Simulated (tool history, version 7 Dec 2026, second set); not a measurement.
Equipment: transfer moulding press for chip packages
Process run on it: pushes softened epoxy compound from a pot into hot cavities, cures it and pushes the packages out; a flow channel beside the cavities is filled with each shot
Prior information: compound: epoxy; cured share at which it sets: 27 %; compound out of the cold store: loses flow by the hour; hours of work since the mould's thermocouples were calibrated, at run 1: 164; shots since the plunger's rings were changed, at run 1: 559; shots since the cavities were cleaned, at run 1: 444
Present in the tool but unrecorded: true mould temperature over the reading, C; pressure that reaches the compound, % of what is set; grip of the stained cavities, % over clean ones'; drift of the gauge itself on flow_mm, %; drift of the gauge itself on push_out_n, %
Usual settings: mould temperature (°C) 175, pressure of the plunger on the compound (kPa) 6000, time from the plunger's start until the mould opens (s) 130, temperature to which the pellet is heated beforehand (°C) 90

| run | day | mould temperature (°C) | pressure of the plunger on the compound (kPa) | time from the plunger's start until the mould opens (s) | temperature to which the pellet is heated beforehand (°C) | hours of work since the mould's thermocouples were calibrated | shots since the plunger's rings were changed | shots since the cavities were cleaned | incoming compound's hours out of the cold store | length that the compound runs in the flow channel (mm) | greatest force on the pins that push the packages out (N) |
|---|---|---|---|---|---|---|---|---|---|---|---|
| 1 | 0 | 175 | 6000 | 130 | 90 | 164 | 559 | 444 | 44.5 | 816 | 382 |
|  | 0.179 | cavities cleaned with cleaning compound and waxed |
| 2 | 0.404 | 175 | 6250 | 130 | 90 | 169 | 624 | 43 | 18.9 | 971 | 294 |
| 3 | 0.646 | 175 | 6250 | 130 | 90 | 172 | 670 | 89 | 22.3 | 956 | 311 |
| 4 | 0.904 | 175 | 6250 | 130 | 90 | 175 | 720 | 139 | 22.1 | 955 | 322 |
| 5 | 1.367 | 178 | 6000 | 130 | 90 | 181 | 808 | 227 | 28.1 | 889 | 308 |
| 6 | 1.712 | 178 | 6000 | 130 | 90 | 186 | 875 | 294 | 46.3 | 800 | 315 |
| 7 | 2.058 | 178 | 6000 | 130 | 90 | 190 | 941 | 360 | 9.9 | 994 | 350 |
| 8 | 2.321 | 178 | 7290 | 130 | 90 | 193 | 991 | 410 | 35.9 | 935 | 335 |
|  | 2.688 | cavities cleaned with cleaning compound and waxed |
| 9 | 2.704 | 178 | 7290 | 130 | 90 | 198 | 1053 | 4 | 17.5 | 1046 | 257 |
| 10 | 3.154 | 175 | 6000 | 130 | 90 | 203 | 1139 | 90 | 38.7 | 844 | 306 |
| 11 | 3.471 | 175 | 6000 | 130 | 90 | 208 | 1200 | 151 | 44.8 | 815 | 323 |
| 12 | 3.9 | 175 | 6000 | 130 | 90 | 213 | 1282 | 233 | 9.8 | 1002 | 362 |
| 13 | 4.325 | 175 | 6000 | 130 | 90 | 219 | 1363 | 314 | 47.3 | 801 | 346 |
| 14 | 4.533 | 175 | 6000 | 130 | 90 | 221 | 1403 | 354 | 40.7 | 833 | 364 |
| 15 | 4.812 | 175 | 6000 | 130 | 90 | 225 | 1456 | 407 | 30.8 | 884 | 372 |
| 16 | 5.092 | 175 | 6000 | 130 | 90 | 229 | 1510 | 461 | 13.5 | 980 | 408 |
|  | 5.188 | cavities cleaned with cleaning compound and waxed |
| 17 | 5.396 | 175 | 6000 | 130 | 90 | 232 | 1556 | 40 | 27.4 | 899 | 293 |
| 18 | 5.75 | 175 | 6000 | 130 | 90 | 236 | 1624 | 108 | 35.4 | 861 | 315 |
| 19 | 6.133 | 168 | 7150 | 130 | 90 | 241 | 1698 | 182 | 14.5 | 1099 | 544 |
| 20 | 6.371 | 175 | 6000 | 130 | 85 | 244 | 1743 | 227 | 34.5 | 862 | 359 |
| 21 | 6.588 | 181 | 7170 | 166 | 99 | 247 | 1785 | 269 | 15.6 | 1029 | 293 |
| 22 | 7.025 | 171 | 5530 | 167 | 99 | 253 | 1869 | 353 | 43.3 | 796 | 333 |
| 23 | 7.267 | 175 | 6230 | 113 | 82 | 256 | 1914 | 398 | 18.1 | 972 | 504 |
| 24 | 7.462 | 181 | 6230 | 113 | 97 | 259 | 1952 | 436 | 44.1 | 808 | 370 |
|  | 7.679 | cavities cleaned with cleaning compound and waxed |
| 25 | 7.796 | 179 | 5530 | 115 | 90 | 262 | 2004 | 22 | 32.1 | 826 | 292 |
| 26 | 8.096 | 172 | 5180 | 130 | 97 | 266 | 2062 | 80 | 15.6 | 904 | 366 |
| 27 | 8.462 | 172 | 5180 | 130 | 97 | 271 | 2132 | 150 | 30 | 831 | 363 |
| 28 | 8.717 | 178 | 6650 | 143 | 96 | 274 | 2181 | 199 | 45.6 | 838 | 290 |
| 29 | 9.025 | 169 | 5090 | 154 | 95 | 278 | 2239 | 257 | 37.6 | 796 | 335 |

A few steps of length that the compound runs in the flow channel (mm) between consecutive runs. Split each: what settings, incoming material and random variation would produce without the hidden state, and what is left over for the hidden state, along with gauge scatter present in only one of the two compared results (measured, and without hidden state):
Run 18 -> 19: mould temperature (°C) 175 -> 168, pressure of the plunger on the compound (kPa) 6000 -> 7150. length that the compound runs in the flow channel (mm) +238: hidden state -5, all else +243.
Run 19 -> 20: mould temperature (°C) 168 -> 175, pressure of the plunger on the compound (kPa) 7150 -> 6000, temperature to which the pellet is heated beforehand (°C) 90 -> 85. length that the compound runs in the flow channel (mm) -237: hidden state +4, all else -241.

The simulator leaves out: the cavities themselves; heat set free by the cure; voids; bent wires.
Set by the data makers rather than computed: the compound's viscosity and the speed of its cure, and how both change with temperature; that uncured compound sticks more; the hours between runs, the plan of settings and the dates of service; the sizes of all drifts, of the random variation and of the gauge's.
